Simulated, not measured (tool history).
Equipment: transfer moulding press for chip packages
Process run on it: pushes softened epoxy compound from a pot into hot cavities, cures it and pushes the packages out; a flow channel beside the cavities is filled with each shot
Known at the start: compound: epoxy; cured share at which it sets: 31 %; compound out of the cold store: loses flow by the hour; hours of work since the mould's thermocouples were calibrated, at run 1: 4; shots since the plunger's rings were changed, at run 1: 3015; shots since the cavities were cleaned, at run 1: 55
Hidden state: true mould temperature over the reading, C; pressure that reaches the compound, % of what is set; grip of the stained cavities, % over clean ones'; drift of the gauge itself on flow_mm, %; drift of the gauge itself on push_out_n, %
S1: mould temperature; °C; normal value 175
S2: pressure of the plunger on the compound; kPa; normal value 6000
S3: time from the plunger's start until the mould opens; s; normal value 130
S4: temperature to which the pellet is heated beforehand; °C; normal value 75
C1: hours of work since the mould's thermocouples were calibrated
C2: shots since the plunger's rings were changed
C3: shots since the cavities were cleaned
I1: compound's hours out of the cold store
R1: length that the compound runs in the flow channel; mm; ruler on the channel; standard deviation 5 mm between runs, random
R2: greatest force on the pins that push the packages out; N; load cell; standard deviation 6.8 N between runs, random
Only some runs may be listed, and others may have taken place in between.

Run 1, hour 0.0: usual settings; C1 4; C2 3015; C3 55; I1 46.8. Result: R1 472 mm, R2 306 N.
Run 2, hour 14.2: usual settings; C1 12; C2 3144; C3 184; I1 20.5. Result: R1 545 mm, R2 370 N.
Run 3, hour 28.3: usual settings; C1 20; C2 3271; C3 311; I1 24.3. Result: R1 520 mm, R2 419 N.
Run 4, hour 39.0: usual settings but S4 67 °C; C1 26; C2 3368; C3 408; I1 43.1. Result: R1 480 mm, R2 446 N.
Run 5, hour 48.9: usual settings but S3 144 s; C1 32; C2 3457; C3 497; I1 10.6. Result: R1 557 mm, R2 438 N.
Run 6, hour 62.4: usual settings; C1 40; C2 3579; C3 619; I1 12.0. Result: R1 547 mm, R2 483 N.
At hour 71.3: cavities cleaned with cleaning compound and waxed.
Run 7, hour 72.6: usual settings; C1 45; C2 3659; C3 12; I1 29.0. Result: R1 507 mm, R2 290 N.
Run 8, hour 82.7: usual settings; C1 51; C2 3750; C3 103; I1 21.6. Result: R1 518 mm, R2 317 N.
Run 9, hour 93.8: usual settings but S4 82 °C; C1 58; C2 3850; C3 203; I1 26.6. Result: R1 508 mm, R2 358 N.
At hour 97.0: mould's thermocouples calibrated.
Run 10, hour 109.7: usual settings but S4 82 °C; C1 7; C2 3976; C3 329; I1 19.3. Result: R1 523 mm, R2 424 N.
Run 11, hour 117.7: usual settings but S4 82 °C; C1 12; C2 4048; C3 401; I1 36.5. Result: R1 500 mm, R2 417 N.
Run 12, hour 125.8: usual settings but S4 82 °C; C1 17; C2 4122; C3 475; I1 43.8. Result: R1 484 mm, R2 456 N.
Run 13, hour 134.9: usual settings but S4 82 °C; C1 22; C2 4203; C3 556; I1 17.5. Result: R1 518 mm, R2 464 N.
Run 14, hour 141.9: usual settings; C1 26; C2 4267; C3 620; I1 43.3. Result: R1 477 mm, R2 474 N.
At hour 150.4: cavities cleaned with cleaning compound and waxed.
Run 15, hour 150.4: usual settings but S3 113 s, S4 76 °C; C1 30; C2 4330; C3 0; I1 13.2. Result: R1 539 mm, R2 321 N.
At hour 158.2: mould's thermocouples calibrated, once more.
At hour 162.0: plunger's sealing rings changed.
Run 16, hour 163.2: usual settings but S1 171 °C, S2 5130 kPa, S3 126 s, S4 82 °C; C1 1; C2 11; C3 75; I1 21.2. Result: R1 539 mm, R2 379 N.
Run 17, hour 176.8: usual settings but S2 4670 kPa, S3 150 s; C1 9; C2 135; C3 199; I1 40.3. Result: R1 462 mm, R2 352 N.
Run 18, hour 190.7: usual settings but S1 182 °C, S2 4980 kPa, S3 131 s, S4 74 °C; C1 18; C2 261; C3 325; I1 11.0. Result: R1 514 mm, R2 393 N.
Run 19, hour 206.1: usual settings but S1 179 °C, S2 4570 kPa, S3 117 s, S4 78 °C; C1 27; C2 399; C3 463; I1 35.8. Result: R1 440 mm, R2 453 N.
Run 20, hour 212.4: usual settings but S2 4570 kPa, S3 117 s, S4 78 °C; C1 30; C2 457; C3 521; I1 46.1. Result: R1 439 mm, R2 474 N.
Run 21, hour 224.7: usual settings but S2 4570 kPa, S3 135 s, S4 78 °C; C1 38; C2 568; C3 632; I1 31.7. Result: R1 466 mm, R2 468 N.
At hour 231.3: cavities cleaned with cleaning compound and waxed.
Run 22, hour 239.5: usual settings but S2 4570 kPa, S3 135 s, S4 78 °C; C1 45; C2 688; C3 74; I1 34.0. Result: R1 452 mm, R2 309 N.
Run 23, hour 254.1: usual settings but S3 163 s, S4 69 °C; C1 54; C2 820; C3 206; I1 11.2. Result: R1 573 mm, R2 364 N.
Run 24, hour 263.5: usual settings but S2 6500 kPa, S4 70 °C; C1 59; C2 905; C3 291; I1 29.2. Result: R1 550 mm, R2 399 N.
Run 25, hour 270.0: usual settings but S4 71 °C; C1 63; C2 964; C3 350; I1 17.2. Result: R1 556 mm, R2 407 N.
Run 26, hour 283.8: usual settings but S2 6880 kPa, S3 159 s, S4 72 °C; C1 71; C2 1089; C3 475; I1 31.1. Result: R1 565 mm, R2 433 N.
Run 27, hour 291.9: usual settings but S4 66 °C; C1 76; C2 1162; C3 548; I1 40.8. Result: R1 503 mm, R2 467 N.

Forecast each of these 3 alternatives for the next run:
Run A, hour 302.9: usual settings but S1 178 °C, S2 5480 kPa, S3 167 s; C1 82; C2 1262; C3 648; I1 14.7. Result: R1 ?, R2 ?.
Run B, hour 302.9: usual settings but S1 171 °C, S4 67 °C; C1 82; C2 1262; C3 648; I1 35.4. Result: R1 ?, R2 ?.
Run C, hour 302.9: usual settings but S1 172 °C, S4 66 °C; C1 82; C2 1262; C3 648; I1 32.8. Result: R1 ?, R2 ?.

run   R1   R2
  A  529  458
  B  519  532
  C  533  524
Take away the tool's hidden state, keep each run's random variation, and the runs would have read:
run   R1   R2
  A  542  261
  B  532  301
  C  547  300
